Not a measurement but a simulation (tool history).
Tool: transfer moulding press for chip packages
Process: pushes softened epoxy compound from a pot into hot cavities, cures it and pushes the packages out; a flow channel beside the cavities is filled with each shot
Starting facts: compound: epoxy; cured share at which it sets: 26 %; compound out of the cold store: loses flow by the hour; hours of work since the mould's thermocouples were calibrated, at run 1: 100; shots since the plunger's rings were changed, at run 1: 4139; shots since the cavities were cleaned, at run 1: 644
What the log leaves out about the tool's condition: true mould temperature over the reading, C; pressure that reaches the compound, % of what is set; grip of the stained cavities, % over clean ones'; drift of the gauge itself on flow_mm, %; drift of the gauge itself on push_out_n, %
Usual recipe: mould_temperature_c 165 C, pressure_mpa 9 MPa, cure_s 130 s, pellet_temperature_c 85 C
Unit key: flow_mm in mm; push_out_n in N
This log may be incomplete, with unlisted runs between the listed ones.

run,day,mould_temperature_c,pressure_mpa,cure_s,pellet_temperature_c,hours of work since the mould's thermocouples were calibrated,shots since the plunger's rings were changed,shots since the cavities were cleaned,incoming compound's hours out of the cold store,flow_mm,push_out_n
1,0,165,9,130,85,100,4139,644,18.2,979,444
# day 1.417: cavities cleaned with cleaning compound and waxed
2,1.575,165,9,130,85,129,4539,43,42.9,795,316
# day 2.217: plunger's sealing rings changed
3,3.146,165,9,130,85,157,244,429,35.9,878,423
4,4.808,165,9,130,95,188,683,868,27.4,908,466
# day 5.388: cavities cleaned with cleaning compound and waxed
5,6.367,165,7.5,130,85,216,1078,258,46.5,721,362
6,7.667,165,7.5,130,85,241,1421,601,29.8,809,445
7,9.142,171,7.5,130,85,269,1810,990,9,927,421
# day 9.358: cavities cleaned with cleaning compound and waxed
8,9.938,162,9,130,85,283,2004,153,26.3,934,411
9,11.162,162,9,130,85,306,2327,476,26.9,928,510
10,12.708,162,9,130,85,336,2736,885,11.4,1047,571
# day 13.258: cavities cleaned with cleaning compound and waxed
11,13.95,162,9,130,85,358,3047,183,33.2,880,430
12,14.921,165,9,130,85,376,3303,439,14.5,995,410
# day 15.146: mould's thermocouples calibrated
13,16.35,165,9,146,85,23,3658,794,26.6,906,445
# day 17.221: cavities cleaned with cleaning compound and waxed
14,18.058,165,9,130,85,54,4093,222,34.6,845,382
15,19.746,165,9,130,85,86,4538,667,25.1,911,498
# day 20.408: plunger's sealing rings changed
# day 21.233: cavities cleaned with cleaning compound and waxed
16,21.483,165,9,130,85,116,267,66,23.1,976,346
17,22.633,165,8.04,148,85,138,571,370,19.1,938,368
# day 22.858: mould's thermocouples calibrated, once more
18,23.883,165,8.04,148,85,19,878,677,19.3,923,397

Run 19 is up next; what results do you expect?
19,25.079,165,8.32,148,85,42,1193,992,45.6,?,?

Run 19 yielded flow_mm 770 mm, push_out_n 420 N.
If the tool had no hidden condition, the same run with the same run-to-run variation would have returned flow_mm 779 mm, push_out_n 264 N.
